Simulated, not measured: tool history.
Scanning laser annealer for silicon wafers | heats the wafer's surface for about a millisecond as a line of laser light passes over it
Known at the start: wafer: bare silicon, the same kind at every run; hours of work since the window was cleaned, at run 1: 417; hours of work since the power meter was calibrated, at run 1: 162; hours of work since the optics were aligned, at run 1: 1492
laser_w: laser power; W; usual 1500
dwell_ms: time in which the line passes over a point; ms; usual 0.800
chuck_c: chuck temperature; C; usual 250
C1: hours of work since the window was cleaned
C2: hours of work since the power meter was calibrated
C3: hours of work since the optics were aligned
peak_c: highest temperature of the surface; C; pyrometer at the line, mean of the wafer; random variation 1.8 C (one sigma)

run 1 hour=0.0 | laser_w=1500 dwell_ms=0.800 chuck_c=250 | C1=417 C2=162 C3=1492 | peak_c=944
run 2 hour=9.9 | laser_w=1500 dwell_ms=0.800 chuck_c=250 | C1=425 C2=170 C3=1500 | peak_c=941
run 3 hour=21.2 | laser_w=1500 dwell_ms=0.800 chuck_c=250 | C1=434 C2=179 C3=1508 | peak_c=941
run 4 hour=31.9 | laser_w=1500 dwell_ms=0.800 chuck_c=250 | C1=442 C2=187 C3=1517 | peak_c=940
run 5 hour=45.2 | laser_w=1500 dwell_ms=0.611 chuck_c=250 | C1=453 C2=197 C3=1527 | peak_c=865
run 6 hour=57.0 | laser_w=1500 dwell_ms=0.800 chuck_c=250 | C1=462 C2=206 C3=1536 | peak_c=939
run 7 hour=72.4 | laser_w=1500 dwell_ms=0.800 chuck_c=250 | C1=474 C2=218 C3=1548 | peak_c=940
run 8 hour=83.5 | laser_w=1500 dwell_ms=0.660 chuck_c=250 | C1=483 C2=227 C3=1557 | peak_c=881
run 9 hour=99.5 | laser_w=1500 dwell_ms=0.800 chuck_c=234 | C1=495 C2=240 C3=1570 | peak_c=924
run 10 hour=107.0 | laser_w=1500 dwell_ms=0.800 chuck_c=250 | C1=501 C2=245 C3=1575 | peak_c=936
run 11 hour=114.8 | laser_w=1500 dwell_ms=0.800 chuck_c=250 | C1=507 C2=252 C3=1582 | peak_c=934
run 12 hour=131.1 | laser_w=1500 dwell_ms=0.800 chuck_c=250 | C1=520 C2=264 C3=1594 | peak_c=936
run 13 hour=146.9 | laser_w=1500 dwell_ms=0.800 chuck_c=250 | C1=532 C2=277 C3=1607 | peak_c=935
run 14 hour=154.2 | laser_w=1500 dwell_ms=0.800 chuck_c=250 | C1=538 C2=282 C3=1612 | peak_c=934
run 15 hour=170.2 | laser_w=1275 dwell_ms=0.897 chuck_c=228 | C1=550 C2=295 C3=1625 | peak_c=840

Forecast run 16:
run 16 hour=178.2 | laser_w=1510 dwell_ms=0.800 chuck_c=225 | C1=556 C2=301 C3=1631 | peak_c=?

{"run 16": {"peak_c": 910}}
Without the tool's hidden state the same run would have given peak_c 959 C.
